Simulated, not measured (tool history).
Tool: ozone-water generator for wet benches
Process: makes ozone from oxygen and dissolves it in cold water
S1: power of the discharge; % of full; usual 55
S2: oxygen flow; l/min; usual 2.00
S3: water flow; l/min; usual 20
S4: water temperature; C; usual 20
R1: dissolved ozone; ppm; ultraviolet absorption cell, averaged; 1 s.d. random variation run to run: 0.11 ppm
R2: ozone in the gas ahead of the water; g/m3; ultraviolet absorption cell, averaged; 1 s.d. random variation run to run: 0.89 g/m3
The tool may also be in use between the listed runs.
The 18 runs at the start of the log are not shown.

run    hour  S1    S2  S3  S4    R1     R2
 19  1716.1  97  1.58  20  14  10.2  214.4
 20  1814.2  55  3.02  16  20   9.5  105.8
 21  1894.3  41  1.89  17  21   7.1  118.9
 22  1964.6  77  1.62  24  17   7.3  186.0
 23  2086.5  77  1.74  15  17  11.8  176.4
 24  2158.4  41  1.23  20  20   5.8  152.7
 25  2244.0  49  1.05  18  15   6.9  185.2
 26  2357.0  49  1.48  28  17   4.7  150.9
 27  2422.7  49  1.48  28  17   4.7  152.3
 28  2531.3  79  1.53  24  13   7.1  189.3
 29  2632.7  55  2.00  31  20   4.5  134.0
 30  2756.4  45  2.00  15  20   8.5  118.3
 31  2830.1  45  2.00  15  20   8.6  120.7
 32  2888.9  45  2.00  15  20   8.6  119.4

5 ways to go on from here, each from the tool as it stands after run 32. What would each give?
  A  2948.4  55  2.00  20  18   ?   ?
  B  2948.4  84  2.00  20  14   ?   ?
  C  2948.4  74  2.06  20  20   ?   ?
  D  2948.4  58  2.00  15  20   ?   ?
  E  2948.4  45  1.40  12  17   ?   ?

run    R1     R2
  A   7.4  132.2
  B   9.4  168.6
  C   8.4  152.8
  D  10.0  137.7
  E  10.3  146.9
With the hidden condition removed and each run's random variation left untouched, the same runs would have given:
run    R1     R2
  A   8.6  147.5
  B  11.3  194.0
  C  10.0  174.3
  D  11.6  154.1
  E  11.7  161.5
